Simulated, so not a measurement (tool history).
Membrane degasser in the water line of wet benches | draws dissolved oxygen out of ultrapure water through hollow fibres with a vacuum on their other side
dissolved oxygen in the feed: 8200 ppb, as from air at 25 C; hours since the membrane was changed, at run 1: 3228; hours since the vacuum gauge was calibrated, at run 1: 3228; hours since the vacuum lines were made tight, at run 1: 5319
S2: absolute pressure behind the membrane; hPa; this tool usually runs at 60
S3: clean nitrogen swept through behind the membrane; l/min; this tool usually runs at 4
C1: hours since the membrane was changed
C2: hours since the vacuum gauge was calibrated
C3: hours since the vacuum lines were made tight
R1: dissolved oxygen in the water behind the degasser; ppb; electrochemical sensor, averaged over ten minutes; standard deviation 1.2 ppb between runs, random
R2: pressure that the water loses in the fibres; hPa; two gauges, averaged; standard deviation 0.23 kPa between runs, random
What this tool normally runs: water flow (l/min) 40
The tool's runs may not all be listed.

run 1 hour=0 | water_flow_(l/min)=40 S2=60 S3=4 | C1=3228 C2=3228 C3=5319 | R1=121.1 R2=602.5
run 2 hour=65.3 | water_flow_(l/min)=40 S2=60 S3=4 | C1=3293 C2=3293 C3=5384 | R1=118.5 R2=601.1
run 3 hour=190.8 | water_flow_(l/min)=40 S2=60 S3=4 | C1=3419 C2=3419 C3=5510 | R1=118.8 R2=599.5
-- hour=254.7 vacuum gauge calibrated
run 4 hour=267.3 | water_flow_(l/min)=40 S2=60 S3=6.65 | C1=3495 C2=13 C3=5586 | R1=94 R2=595.9
run 5 hour=410.2 | water_flow_(l/min)=40 S2=60 S3=6.65 | C1=3638 C2=155 C3=5728 | R1=95.4 R2=596.6
run 6 hour=513.7 | water_flow_(l/min)=40 S2=60 S3=4 | C1=3741 C2=259 C3=5832 | R1=115.9 R2=597.8
run 7 hour=576.9 | water_flow_(l/min)=40 S2=60 S3=4 | C1=3804 C2=322 C3=5895 | R1=118.8 R2=597.4
run 8 hour=689.5 | water_flow_(l/min)=41 S2=134.8 S3=2.87 | C1=3917 C2=435 C3=6008 | R1=381 R2=616.5

Expected results for the next run?
run 9 hour=826.4 | water_flow_(l/min)=34 S2=57.7 S3=6.36 | C1=4054 C2=572 C3=6145 | R1=? R2=?

R1: 67.1 ppb
R2: 507.9 hPa
If the tool had no hidden condition, the same run with the same run-to-run variation would have returned R1 67.1 ppb, R2 511.5 hPa.
